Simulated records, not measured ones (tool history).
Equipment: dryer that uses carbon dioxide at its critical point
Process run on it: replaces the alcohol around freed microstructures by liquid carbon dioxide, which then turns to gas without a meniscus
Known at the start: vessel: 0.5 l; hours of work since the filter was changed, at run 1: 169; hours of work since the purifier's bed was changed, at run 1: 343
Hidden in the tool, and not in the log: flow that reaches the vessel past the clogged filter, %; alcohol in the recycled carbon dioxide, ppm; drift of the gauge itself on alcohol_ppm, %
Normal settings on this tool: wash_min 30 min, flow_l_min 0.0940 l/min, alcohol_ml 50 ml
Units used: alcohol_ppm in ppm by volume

run     day  wash_min  flow_l_min  alcohol_ml  hours of work since the filter was changed  hours of work since the purifier's bed was changed  alcohol_ppm
  1   0.000        30      0.0940          50                                         169                                                 343         1857
      0.308  -- inlet filter changed
  2   0.875        30      0.0940          50                                           5                                                 350         1217
  3   1.671        30      0.0940          50                                          13                                                 358         1256
  4   2.383        30      0.0940          50                                          20                                                 365         1253
  5   2.958        30      0.0940          50                                          25                                                 370         1276
  6   3.712        30      0.0940          50                                          32                                                 377         1310
  7   4.104        30      0.0940          30                                          36                                                 381          845
  8   4.533        30      0.0940          50                                          40                                                 385         1341
  9   5.179        29      0.0940          50                                          46                                                 391         1509
 10   5.992        29      0.0940          50                                          54                                                 399         1561
 11   6.900        29      0.0940          50                                          63                                                 408         1620
 12   7.283        30      0.1468          50                                          66                                                 411          216
 13   7.946        30      0.0940          28                                          73                                                 418          870
 14   8.425        30      0.0940          28                                          77                                                 422          871
 15   8.879        30      0.0940          50                                          81                                                 427         1477
 16   9.308        30      0.0940          50                                          86                                                 431         1477
 17  10.108        30      0.0940          50                                          93                                                 438         1524
 18  10.979        34      0.0940          50                                         101                                                 446          949
 19  11.842        19      0.0940          50                                         110                                                 455         6858
 20  12.525        30      0.0940          50                                         116                                                 461         1598
 21  13.438        30      0.0940          37                                         125                                                 470         1259
 22  14.308        30      0.0940          37                                         133                                                 478         1329
 23  15.000        30      0.0940          37                                         140                                                 485         1337
 24  15.758        30      0.0940          37                                         147                                                 492         1383
 25  16.608        26      0.1505         119                                         155                                                 500          859
 26  17.500        26      0.1505         119                                         163                                                 508          840
 27  18.250        30      0.1170          29                                         170                                                 516          503
     18.433  -- inlet filter changed
 28  19.050        30      0.1170          29                                           6                                                 523          342
 29  19.896        30      0.1284          23                                          14                                                 531          232
 30  20.358        25      0.0750          50                                          18                                                 535         5378
 31  21.012        39      0.1147          25                                          25                                                 541          182
 32  21.542        30      0.0940          37                                          30                                                 546         1000
 33  21.983        30      0.0940          37                                          34                                                 551         1013
 34  22.717        30      0.0940          37                                          41                                                 558         1050
 35  23.562        30      0.0758          37                                          49                                                 566         2435
 36  24.129        30      0.1204          24                                          54                                                 571          311
 37  25.029        48      0.1292          85                                          63                                                 580          177
 38  25.954        48      0.1292          85                                          71                                                 588          170
 39  26.650        48      0.1548          21                                          78                                                 595          173
 40  27.433        45      0.1589          89                                          86                                                 602          169
 41  28.375        45      0.1589          89                                          94                                                 611          170
 42  28.975        37      0.1272          48                                         100                                                 617          246
 43  29.358        29      0.0658          81                                         104                                                 621        10050
 44  29.975        29      0.0658          81                                         110                                                 627        10023
 45  30.400        29      0.0658          81                                         114                                                 631        10017
 46  30.971        29      0.1495          34                                         119                                                 636          266
 47  31.738        29      0.1495          34                                         126                                                 643          276

Below are 3 alternative next runs, each starting from the tool's condition after run 47. Predict each:
  A  32.217        30      0.1481          71                                         131                                                 648            ?
  B  32.217        22      0.1495          24                                         131                                                 648            ?
  C  32.217        22      0.1495          71                                         131                                                 648            ?

run  alcohol_ppm
  A          346
  B          508
  C         1106
What these runs would have given with no unlogged condition in the tool:
run  alcohol_ppm
  A           99
  B          219
  C          603

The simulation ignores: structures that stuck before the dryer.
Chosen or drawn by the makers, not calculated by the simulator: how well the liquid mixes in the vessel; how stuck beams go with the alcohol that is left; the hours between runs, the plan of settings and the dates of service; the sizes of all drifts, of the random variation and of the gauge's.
